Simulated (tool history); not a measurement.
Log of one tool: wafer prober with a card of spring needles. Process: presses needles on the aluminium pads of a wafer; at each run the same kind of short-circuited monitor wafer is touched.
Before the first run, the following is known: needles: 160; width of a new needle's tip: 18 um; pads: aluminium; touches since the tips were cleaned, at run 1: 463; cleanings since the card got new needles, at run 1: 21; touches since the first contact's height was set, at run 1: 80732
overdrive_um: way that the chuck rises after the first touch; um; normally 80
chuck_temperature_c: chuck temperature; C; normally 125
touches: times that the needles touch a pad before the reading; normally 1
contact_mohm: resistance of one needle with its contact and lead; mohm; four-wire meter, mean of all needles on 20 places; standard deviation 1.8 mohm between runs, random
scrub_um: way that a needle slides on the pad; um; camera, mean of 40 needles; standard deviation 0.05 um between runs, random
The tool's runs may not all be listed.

run   hour  overdrive_um  chuck_temperature_c  touches  touches since the tips were cleaned  cleanings since the card got new needles  touches since the first contact's height was set  contact_mohm  scrub_um
  1      0            80                  125        1                                  463                                        21                                             80732           213     14.56
       5.9  -- tips cleaned on abrasive film
      12.3  -- tips cleaned on abrasive film
  2     16            80                  125        1                                 1936                                        23                                             89057           264     14.29
      19.3  -- tips cleaned on abrasive film
  3   22.8            80                  125        1                                 1877                                        24                                             92629           260     14.42
      25.8  -- tips cleaned on abrasive film
      32.8  -- tips cleaned on abrasive film
  4   34.7            80                  125        1                                 1015                                        26                                             98813           230     14.32
      39.9  -- tips cleaned on abrasive film
      46.9  -- tips cleaned on abrasive film
  5   49.7            80                  125        1                                 1465                                        28                                            106599           248     14.37
      53.7  -- tips cleaned on abrasive film
  6   59.3            80                  125        1                                 2946                                        29                                            111632           283     14.32
      60.5  -- tips cleaned on abrasive film
      67.6  -- tips cleaned on abrasive film
  7   70.9            80                  125        1                                 1733                                        31                                            117645           250      14.3
      73.8  -- tips cleaned on abrasive film, once more
      81.1  -- tips cleaned on abrasive film
  8   84.7            64                  125        2                                 1886                                        33                                            124802           250     11.34
      87.4  -- tips cleaned on abrasive film
      94.7  -- tips cleaned on abrasive film
  9   94.8            64                  125        3                                   64                                        35                                            130069           201     11.31
     101.1  -- tips cleaned on abrasive film
 10  102.1            64                  125        3                                  564                                        36                                            133867           207     11.31
     107.4  -- tips cleaned on abrasive film
 11  109.2            80                  125        3                                  976                                        37                                            137569           206     14.21
     114.2  -- tips cleaned on abrasive film
       119  -- height of the first contact set anew
 12    119            80                  125        3                                 2375                                        38                                                 0           217     14.85

Forecast run 13:
     121.1  -- tips cleaned on abrasive film
     127.9  -- tips cleaned on abrasive film
     134.1  -- tips cleaned on abrasive film
 13  134.1            99                   25        2                                    0                                        41                                              7831             ?         ?

contact_mohm: 168 mohm
scrub_um: 18.25 um
On a tool with no hidden condition, and with the same random variation, this run would have come out at contact_mohm 164 mohm, scrub_um 18.28 um.

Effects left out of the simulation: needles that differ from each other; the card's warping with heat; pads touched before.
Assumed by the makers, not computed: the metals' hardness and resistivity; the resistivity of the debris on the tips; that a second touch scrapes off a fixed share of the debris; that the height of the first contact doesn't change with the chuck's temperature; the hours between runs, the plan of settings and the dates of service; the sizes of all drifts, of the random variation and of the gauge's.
